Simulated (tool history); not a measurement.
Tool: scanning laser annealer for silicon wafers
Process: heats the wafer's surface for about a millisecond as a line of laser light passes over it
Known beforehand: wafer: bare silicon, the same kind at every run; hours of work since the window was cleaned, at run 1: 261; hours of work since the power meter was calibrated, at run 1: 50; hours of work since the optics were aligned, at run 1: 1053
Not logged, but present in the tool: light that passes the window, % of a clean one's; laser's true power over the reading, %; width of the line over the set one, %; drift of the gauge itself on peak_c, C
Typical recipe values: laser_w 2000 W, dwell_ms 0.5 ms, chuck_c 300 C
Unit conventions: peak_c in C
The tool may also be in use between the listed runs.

| run | hour | laser_w | dwell_ms | chuck_c | hours of work since the window was cleaned | hours of work since the power meter was calibrated | hours of work since the optics were aligned | peak_c |
|---|---|---|---|---|---|---|---|---|
| 1 | 0 | 2000 | 0.5 | 300 | 261 | 50 | 1053 | 1032 |
| 2 | 9 | 2000 | 0.5 | 300 | 265 | 54 | 1057 | 1035 |
| 3 | 18.6 | 2000 | 0.5 | 300 | 270 | 59 | 1063 | 1032 |
| 4 | 27.8 | 2000 | 0.5 | 300 | 275 | 64 | 1067 | 1032 |
| 5 | 35.9 | 2000 | 0.5 | 300 | 280 | 69 | 1072 | 1032 |
| 6 | 43.8 | 2000 | 0.5 | 300 | 284 | 73 | 1076 | 1033 |
| 7 | 54.6 | 2000 | 0.5 | 300 | 290 | 79 | 1082 | 1030 |
| 8 | 60.8 | 2000 | 0.5 | 300 | 293 | 82 | 1085 | 1031 |
| 9 | 70 | 2000 | 0.5 | 300 | 298 | 87 | 1090 | 1030 |
| 10 | 79.4 | 1893 | 0.5 | 305 | 303 | 92 | 1095 | 999 |
| 11 | 87.8 | 2189 | 0.495 | 307 | 307 | 96 | 1099 | 1105 |
| 12 | 102.3 | 1949 | 0.486 | 284 | 315 | 104 | 1107 | 983 |
| 13 | 115.8 | 1949 | 0.486 | 324 | 322 | 111 | 1114 | 1028 |
| 14 | 121.9 | 1949 | 0.486 | 324 | 325 | 114 | 1117 | 1026 |
| 15 | 130.9 | 1949 | 0.486 | 324 | 330 | 119 | 1122 | 1025 |
| 16 | 145 | 1949 | 0.486 | 324 | 337 | 126 | 1130 | 1027 |

Below are 4 alternative next runs, each starting from the tool's condition after run 16. Predict each:
| A | 151.4 | 2000 | 0.515 | 300 | 341 | 130 | 1133 | ? |
| B | 151.4 | 1984 | 0.486 | 324 | 341 | 130 | 1133 | ? |
| C | 151.4 | 2000 | 0.5 | 285 | 341 | 130 | 1133 | ? |
| D | 151.4 | 2131 | 0.583 | 302 | 341 | 130 | 1133 | ? |

| run | peak_c |
|---|---|
| A | 1042 |
| B | 1039 |
| C | 1018 |
| D | 1143 |
Without the tool's hidden state the same runs would have given:
| run | peak_c |
|---|---|
| A | 1067 |
| B | 1063 |
| C | 1042 |
| D | 1171 |

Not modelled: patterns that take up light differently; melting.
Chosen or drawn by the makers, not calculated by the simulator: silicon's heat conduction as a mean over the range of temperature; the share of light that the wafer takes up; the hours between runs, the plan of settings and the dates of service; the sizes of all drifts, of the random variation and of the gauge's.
